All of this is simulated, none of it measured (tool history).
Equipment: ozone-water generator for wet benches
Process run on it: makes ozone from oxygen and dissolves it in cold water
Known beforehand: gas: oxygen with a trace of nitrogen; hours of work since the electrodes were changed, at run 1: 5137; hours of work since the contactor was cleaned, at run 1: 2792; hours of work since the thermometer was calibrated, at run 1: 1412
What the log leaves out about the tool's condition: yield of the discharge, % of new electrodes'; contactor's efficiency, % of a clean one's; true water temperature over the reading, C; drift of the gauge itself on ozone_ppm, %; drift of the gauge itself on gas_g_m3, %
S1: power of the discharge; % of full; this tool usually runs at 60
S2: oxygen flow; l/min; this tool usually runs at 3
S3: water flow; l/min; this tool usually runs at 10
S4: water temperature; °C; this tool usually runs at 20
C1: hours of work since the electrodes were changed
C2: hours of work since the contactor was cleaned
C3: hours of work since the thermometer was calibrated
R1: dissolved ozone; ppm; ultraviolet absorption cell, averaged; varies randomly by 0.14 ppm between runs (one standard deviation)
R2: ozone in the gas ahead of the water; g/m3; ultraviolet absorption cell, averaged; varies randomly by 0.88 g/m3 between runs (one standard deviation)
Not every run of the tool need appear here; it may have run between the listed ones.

run,hour,S1,S2,S3,S4,C1,C2,C3,R1,R2
1,0,60,3,10,20,5137,2792,1412,14.6,129.6
2,135.6,60,3,10,20,5266,2921,1541,14.7,129.2
3,327.5,60,3,13,20,5449,3104,1724,11.4,126.6
4,419.2,60,3,13,20,5536,3192,1812,11.2,127.1
5,539.6,60,3.41,10,20,5651,3307,1926,14.3,120.3
6,724.7,60,3.41,10,20,5828,3483,2103,14.5,121
7,895.1,60,3.41,10,20,5990,3646,2266,14.6,119.7
8,1040.5,60,3,16,20,6129,3784,2404,9,128
9,1243.1,60,3,16,20,6322,3978,2597,9,126
10,1353.7,60,3,14,20,6428,4083,2703,10.3,125.1
11,1486.2,60,3,14,20,6554,4209,2829,10.3,123.3
12,1651.3,60,3,10,20,6711,4367,2987,14.1,125.3
13,1817.4,60,3,8,27,6870,4525,3145,14.9,123.7
14,1988.2,96,5,7,14,7033,4688,3308,27.3,135.6
15,2118.5,95,1.97,13,19,7157,4812,3432,14,200.8
16,2237.6,95,1.97,13,19,7271,4926,3546,13.5,200.4
17,2381.3,49,4.84,7,16,7408,5063,3683,16.9,86.4
18,2489.7,58,3.81,10,18,7511,5167,3786,14.1,108.7
19,2692.6,60,4.81,10,18,7705,5360,3980,14.2,98.8
20,2832.2,60,1.55,9,20,7838,5493,4113,13.5,160.2
21,2950.3,60,1.55,9,20,7950,5606,4226,13.5,162
22,3085.9,82,2.76,9,21,8080,5735,4355,17.5,150.9
23,3229.7,82,2.76,9,21,8217,5872,4492,17.5,150.7
# hour 3371.2: contactor cleaned
24,3401.8,64,3,16,14,8377,29,4652,9.8,123.5

Consider 3 possible next runs. They are alternatives, not a sequence: every one starts from the tool as it was left by run 24. What does each give?
A,3538.2,60,1.75,10,20,8507,159,4783,?,?
B,3538.2,64,3.92,15,28,8507,159,4783,?,?
C,3538.2,64,3.33,9,14,8507,159,4783,?,?

run,R1,R2
A,12.7,151.3
B,8.9,109.9
C,17.1,117.4
With the hidden condition removed and each run's random variation left untouched, the same runs would have given:
run,R1,R2
A,15.5,183.8
B,11,134.7
C,21.1,144.4
